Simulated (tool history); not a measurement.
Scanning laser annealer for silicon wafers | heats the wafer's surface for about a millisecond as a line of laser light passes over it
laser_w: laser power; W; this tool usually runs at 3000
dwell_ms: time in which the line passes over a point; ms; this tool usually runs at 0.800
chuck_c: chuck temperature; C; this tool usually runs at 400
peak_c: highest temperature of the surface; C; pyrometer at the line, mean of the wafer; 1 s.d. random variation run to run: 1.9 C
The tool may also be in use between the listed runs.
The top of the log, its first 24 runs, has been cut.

| run | hour | laser_w | dwell_ms | chuck_c | peak_c |
|---|---|---|---|---|---|
| 25 | 602.7 | 2835 | 0.961 | 437 | 1294 |
| 26 | 636.0 | 2746 | 0.959 | 368 | 1191 |
| 27 | 664.1 | 2655 | 0.981 | 392 | 1196 |
| 28 | 697.1 | 2655 | 0.981 | 392 | 1196 |
| 29 | 714.8 | 3000 | 0.565 | 401 | 1078 |
| 30 | 748.0 | 3000 | 0.565 | 401 | 1078 |
| 31 | 769.4 | 3000 | 0.565 | 401 | 1074 |
| 32 | 797.3 | 3000 | 0.565 | 401 | 1075 |
| 33 | 821.4 | 2950 | 0.725 | 432 | 1186 |
| 34 | 846.4 | 3298 | 0.970 | 399 | 1392 |
| 35 | 883.3 | 3298 | 0.970 | 399 | 1388 |
| 36 | 917.0 | 3184 | 0.748 | 370 | 1195 |

Branching from run 36: 4 alternative next runs. What would each branch give?
| A | 938.0 | 2630 | 0.570 | 374 | ? |
| B | 938.0 | 3000 | 0.977 | 360 | ? |
| C | 938.0 | 2567 | 0.774 | 371 | ? |
| D | 938.0 | 3184 | 0.604 | 372 | ? |

| run | peak_c |
|---|---|
| A | 959 |
| B | 1259 |
| C | 1045 |
| D | 1109 |
With no hidden state in the tool, these same runs would have given:
| run | peak_c |
|---|---|
| A | 988 |
| B | 1303 |
| C | 1078 |
| D | 1144 |
